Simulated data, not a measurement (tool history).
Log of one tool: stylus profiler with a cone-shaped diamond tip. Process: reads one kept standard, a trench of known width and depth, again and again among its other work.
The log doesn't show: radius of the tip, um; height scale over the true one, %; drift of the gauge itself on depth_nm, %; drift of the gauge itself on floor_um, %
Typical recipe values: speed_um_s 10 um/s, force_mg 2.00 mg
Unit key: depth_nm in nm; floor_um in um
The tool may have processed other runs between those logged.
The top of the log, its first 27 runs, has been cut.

run,hour,speed_um_s,force_mg,scans with this tip,hours of work since the height scale was calibrated,depth_nm,floor_um
28,2480.5,13,1.67,15231,153,503.63,95.20
29,2569.3,13,1.67,15866,200,503.66,95.18
30,2689.5,13,1.67,16725,264,503.73,95.10
31,2746.9,3,2.76,17135,294,505.22,95.19
32,2862.7,3,4.25,17962,356,506.86,95.06
33,2983.2,3,5.09,18823,420,507.79,94.98
34,3087.5,3,2.13,19569,475,504.63,94.89
35,3192.2,10,1.33,20317,531,503.63,94.79

Each row is a separate what-if for the run after 35, all from the same tool condition, not one after another. Results?
A,3304.2,3,4.54,21117,591,?,?
B,3304.2,6,0.88,21117,591,?,?
C,3304.2,5,0.85,21117,591,?,?

run,depth_nm,floor_um
A,507.52,94.81
B,502.96,94.80
C,503.04,94.76
Without the tool's hidden state the same runs would have given:
run,depth_nm,floor_um
A,506.68,97.00
B,502.12,96.99
C,502.20,96.95
